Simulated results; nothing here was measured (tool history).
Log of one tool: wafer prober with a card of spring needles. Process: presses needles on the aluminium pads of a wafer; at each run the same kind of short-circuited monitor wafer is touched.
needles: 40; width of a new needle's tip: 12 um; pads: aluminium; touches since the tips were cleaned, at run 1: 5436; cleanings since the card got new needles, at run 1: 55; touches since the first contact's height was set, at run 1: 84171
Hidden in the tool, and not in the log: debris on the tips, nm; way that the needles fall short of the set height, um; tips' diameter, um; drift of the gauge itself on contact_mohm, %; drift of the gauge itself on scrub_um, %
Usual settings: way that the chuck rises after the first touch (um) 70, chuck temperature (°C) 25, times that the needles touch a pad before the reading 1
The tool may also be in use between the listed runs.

| run | hour | way that the chuck rises after the first touch (um) | chuck temperature (°C) | times that the needles touch a pad before the reading | touches since the tips were cleaned | cleanings since the card got new needles | touches since the first contact's height was set | resistance of one needle with its contact and lead (mohm) | way that a needle slides on the pad (um) |
|---|---|---|---|---|---|---|---|---|---|
| 1 | 0.0 | 70 | 25 | 1 | 5436 | 55 | 84171 | 204 | 8.36 |
|  | 9.3 | tips cleaned on abrasive film |
| 2 | 15.2 | 70 | 25 | 1 | 3018 | 56 | 91953 | 187 | 8.39 |
|  | 28.4 | tips cleaned on abrasive film |
| 3 | 40.7 | 70 | 25 | 1 | 6402 | 57 | 105122 | 207 | 8.37 |
|  | 46.0 | tips cleaned on abrasive film |
| 4 | 60.3 | 51 | 25 | 1 | 7382 | 58 | 115158 | 258 | 6.09 |
|  | 64.8 | tips cleaned on abrasive film |
|  | 83.4 | tips cleaned on abrasive film |
| 5 | 83.4 | 51 | 25 | 1 | 0 | 60 | 127028 | 165 | 6.08 |
|  | 103.3 | tips cleaned on abrasive film |
| 6 | 105.4 | 51 | 86 | 1 | 1103 | 61 | 138323 | 206 | 6.08 |
|  | 123.4 | tips cleaned on abrasive film |
| 7 | 137.5 | 51 | 86 | 1 | 7318 | 62 | 154877 | 257 | 6.06 |
|  | 141.9 | tips cleaned on abrasive film |
|  | 159.7 | tips cleaned on abrasive film |
| 8 | 172.5 | 51 | 86 | 1 | 6602 | 64 | 172851 | 261 | 6.05 |
|  | 179.7 | tips cleaned on abrasive film |
| 9 | 187.9 | 51 | 86 | 1 | 4219 | 65 | 180735 | 248 | 6.04 |
|  | 198.5 | tips cleaned on abrasive film |
| 10 | 208.1 | 70 | 25 | 1 | 4948 | 66 | 191154 | 208 | 8.33 |
|  | 210.2 | height of the first contact set anew |
|  | 217.6 | tips cleaned on abrasive film |
|  | 235.2 | tips cleaned on abrasive film |
| 11 | 242.4 | 70 | 25 | 2 | 3706 | 68 | 16540 | 180 | 8.24 |
|  | 254.5 | tips cleaned on abrasive film |
| 12 | 260.7 | 68 | 82 | 1 | 3221 | 69 | 25962 | 206 | 8.01 |
|  | 274.0 | tips cleaned on abrasive film |
|  | 292.7 | tips cleaned on abrasive film |
| 13 | 292.7 | 68 | 48 | 1 | 0 | 71 | 42394 | 159 | 7.99 |
|  | 311.8 | tips cleaned on abrasive film |
| 14 | 319.7 | 67 | 52 | 3 | 4088 | 72 | 56284 | 176 | 7.88 |
|  | 330.4 | tips cleaned on abrasive film |
| 15 | 337.2 | 53 | 25 | 1 | 3488 | 73 | 65255 | 245 | 6.18 |
|  | 349.1 | tips cleaned on abrasive film |
| 16 | 353.3 | 70 | 37 | 2 | 2169 | 74 | 73543 | 175 | 8.24 |
|  | 369.7 | tips cleaned on abrasive film |
| 17 | 382.9 | 62 | 71 | 1 | 6812 | 75 | 88792 | 230 | 7.24 |
|  | 388.1 | tips cleaned on abrasive film |
|  | 405.9 | tips cleaned on abrasive film |
| 18 | 413.7 | 85 | 87 | 1 | 4016 | 77 | 104592 | 194 | 10.01 |
|  | 422.5 | height of the first contact set anew, once more |
|  | 424.2 | tips cleaned on abrasive film |
| 19 | 439.5 | 85 | 87 | 1 | 7933 | 78 | 8724 | 201 | 10.24 |
|  | 443.7 | tips cleaned on abrasive film |
|  | 461.7 | tips cleaned on abrasive film |
| 20 | 472.2 | 85 | 87 | 1 | 5464 | 80 | 25532 | 193 | 10.22 |
|  | 479.7 | tips cleaned on abrasive film |
| 21 | 487.7 | 55 | 87 | 1 | 4130 | 81 | 33456 | 235 | 6.60 |
|  | 498.2 | tips cleaned on abrasive film |
|  | 516.9 | tips cleaned on abrasive film |
| 22 | 516.9 | 70 | 50 | 1 | 0 | 83 | 48471 | 156 | 8.43 |

Forecast each of these 3 alternatives for the next run:
|  | 536.9 | tips cleaned on abrasive film |
| A | 546.2 | 70 | 25 | 1 | 4809 | 84 | 63526 | ? | ? |
|  | 536.9 | tips cleaned on abrasive film |
| B | 546.2 | 68 | 26 | 2 | 4809 | 84 | 63526 | ? | ? |
|  | 536.9 | tips cleaned on abrasive film |
| C | 546.2 | 73 | 57 | 1 | 4809 | 84 | 63526 | ? | ? |

| run | resistance of one needle with its contact and lead (mohm) | way that a needle slides on the pad (um) |
|---|---|---|
| A | 206 | 8.39 |
| B | 185 | 8.16 |
| C | 205 | 8.74 |
Without the tool's hidden state the same runs would have given:
| run | resistance of one needle with its contact and lead (mohm) | way that a needle slides on the pad (um) |
|---|---|---|
| A | 148 | 8.43 |
| B | 148 | 8.20 |
| C | 154 | 8.78 |
